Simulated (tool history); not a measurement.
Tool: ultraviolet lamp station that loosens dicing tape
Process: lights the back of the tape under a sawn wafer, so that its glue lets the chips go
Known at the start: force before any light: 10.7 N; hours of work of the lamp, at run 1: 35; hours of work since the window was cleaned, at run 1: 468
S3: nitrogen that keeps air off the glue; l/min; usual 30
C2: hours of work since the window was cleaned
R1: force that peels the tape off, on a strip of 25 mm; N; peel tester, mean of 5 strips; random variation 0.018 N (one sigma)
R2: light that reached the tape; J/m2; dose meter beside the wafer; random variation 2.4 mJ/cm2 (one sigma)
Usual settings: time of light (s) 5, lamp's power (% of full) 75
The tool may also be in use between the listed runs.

{"run": 1, "hour": 0.0, "time of light (s)": 5, "lamp's power (% of full)": 75, "S3": 30, "hours of work of the lamp": 35, "C2": 468, "R1": 1.053, "R2": 2450}
{"run": 2, "hour": 9.9, "time of light (s)": 5, "lamp's power (% of full)": 75, "S3": 17, "hours of work of the lamp": 39, "C2": 472, "R1": 1.424, "R2": 2420}
{"run": 3, "hour": 23.1, "time of light (s)": 5, "lamp's power (% of full)": 75, "S3": 17, "hours of work of the lamp": 44, "C2": 478, "R1": 1.438, "R2": 2440}
{"run": 4, "hour": 38.2, "time of light (s)": 5, "lamp's power (% of full)": 75, "S3": 17, "hours of work of the lamp": 50, "C2": 484, "R1": 1.435, "R2": 2460}
{"run": 5, "hour": 52.5, "time of light (s)": 5, "lamp's power (% of full)": 75, "S3": 17, "hours of work of the lamp": 56, "C2": 489, "R1": 1.469, "R2": 2400}
{"run": 6, "hour": 65.8, "time of light (s)": 5, "lamp's power (% of full)": 75, "S3": 17, "hours of work of the lamp": 61, "C2": 495, "R1": 1.513, "R2": 2430}
{"run": 7, "hour": 77.3, "time of light (s)": 3, "lamp's power (% of full)": 78, "S3": 23, "hours of work of the lamp": 66, "C2": 499, "R1": 2.581, "R2": 1500}
{"run": 8, "hour": 97.3, "time of light (s)": 3, "lamp's power (% of full)": 78, "S3": 23, "hours of work of the lamp": 74, "C2": 507, "R1": 2.7, "R2": 1510}
{"run": 9, "hour": 115.1, "time of light (s)": 3, "lamp's power (% of full)": 95, "S3": 13, "hours of work of the lamp": 81, "C2": 514, "R1": 2.581, "R2": 1800}
{"hour": 117.2, "done": "window cleaned of glue's vapour"}
{"run": 10, "hour": 127.2, "time of light (s)": 4, "lamp's power (% of full)": 84, "S3": 13, "hours of work of the lamp": 85, "C2": 4, "R1": 2.072, "R2": 2110}
{"run": 11, "hour": 138.9, "time of light (s)": 8, "lamp's power (% of full)": 76, "S3": 18, "hours of work of the lamp": 90, "C2": 9, "R1": 0.542, "R2": 3830}
{"run": 12, "hour": 149.8, "time of light (s)": 8, "lamp's power (% of full)": 78, "S3": 11, "hours of work of the lamp": 95, "C2": 13, "R1": 0.729, "R2": 3910}

Hidden state or all else? Some run-to-run changes of R1, split into what the settings, what came in and random variation would give without the hidden state, and what is left for the hidden state (with any gauge scatter that isn't in both results):
The hidden state here: lamp's light, % of a new lamp's; light that the window lets through, % of a clean one's; drift of the gauge itself on peel_n, %; drift of the gauge itself on dose_mj_cm2, %.
Run 10 -> 11: time of light (s) 4 -> 8, lamp's power (% of full) 84 -> 76, S3 13 -> 18. R1 -1.530 N: hidden state -0.244, all else -1.286.

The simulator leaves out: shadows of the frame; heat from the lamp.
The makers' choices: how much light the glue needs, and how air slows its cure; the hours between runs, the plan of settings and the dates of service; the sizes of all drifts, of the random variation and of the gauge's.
